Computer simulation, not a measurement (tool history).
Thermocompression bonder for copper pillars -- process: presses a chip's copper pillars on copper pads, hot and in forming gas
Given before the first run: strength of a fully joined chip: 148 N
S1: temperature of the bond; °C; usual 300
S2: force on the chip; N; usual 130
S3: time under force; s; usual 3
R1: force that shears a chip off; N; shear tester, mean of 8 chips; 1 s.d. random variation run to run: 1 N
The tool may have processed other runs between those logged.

run	day	S1	S2	S3	R1
1	0.000	300	130	3	82.7
2	0.279	326	130	3	103.6
3	0.512	326	130	3	100.3
4	0.925	326	130	3	101.6
5	1.362	300	130	7	103.6
6	1.550	312	130	7	112.9
7	1.979	300	130	4	89.8
# day 2.092: heater calibrated with a thermocouple chip
8	2.454	300	130	4	91.2
9	2.688	300	130	3	82.1
10	2.883	285	130	4	78.7

Run 11 is up next; what results do you expect?
11	3.108	283	96	2	?

R1: 46.4 N
Minus the tool's unlogged condition, the same run would have read R1 52.6 N.
